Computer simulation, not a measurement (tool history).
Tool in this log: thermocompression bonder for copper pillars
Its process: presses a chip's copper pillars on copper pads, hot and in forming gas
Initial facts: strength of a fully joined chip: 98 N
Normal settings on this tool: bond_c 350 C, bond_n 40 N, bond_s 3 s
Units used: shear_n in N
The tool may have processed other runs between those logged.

run,hour,bond_c,bond_n,bond_s,shear_n
1,0.0,350,40,3,64.0
2,17.3,350,40,3,64.1
3,32.4,350,40,3,64.3
4,47.0,350,40,3,63.3
5,62.6,350,40,3,62.7
6,78.6,350,38,3,62.6
7,91.8,350,38,3,61.2
8,110.3,350,38,3,61.0
9,133.1,350,40,4,67.0
10,144.1,350,40,3,62.7
11,156.6,350,40,3,63.0
12,175.6,350,45,3,65.1
13,196.9,327,40,3,54.4
14,218.7,327,40,3,52.1
15,236.7,344,28,3,52.1
16,252.8,344,28,3,50.7
# hour 255.9: force cell calibrated
17,272.1,324,40,6,61.8
18,282.3,369,46,7,80.2
19,299.8,369,46,7,81.4
20,318.6,324,40,3,50.9
# hour 323.6: force cell calibrated, once more
21,330.2,372,40,2,62.1
22,347.0,372,40,2,60.4
23,363.0,350,27,7,65.5
24,373.8,370,33,4,66.3
# hour 376.4: forming gas filter changed
25,393.6,378,50,2,74.5

Some steps in shear_n between neighbouring runs. How much of each would the tool show without its hidden state too (settings, what came in, random variation), and how much is left for the hidden state, with any gauge scatter that isn't in both results?
Hidden state at play: true temperature of the bond over the reading, C; force that reaches the chip, % of what is set; oxide that the forming gas leaves, % of the face; drift of the gauge itself on shear_n, %.
Run 17 -> 18: bond_c 324 -> 369, bond_n 40 -> 46, bond_s 6 -> 7. shear_n +18.4 N: hidden state -2.8, all else +21.2.
Run 19 -> 20: bond_c 369 -> 324, bond_n 46 -> 40, bond_s 7 -> 3. shear_n -30.5 N: hidden state +3.9, all else -34.4.
Run 24 -> 25: bond_c 370 -> 378, bond_n 33 -> 50, bond_s 4 -> 2, forming gas filter changed. shear_n +8.2 N: hidden state +8.0, all else +0.2.
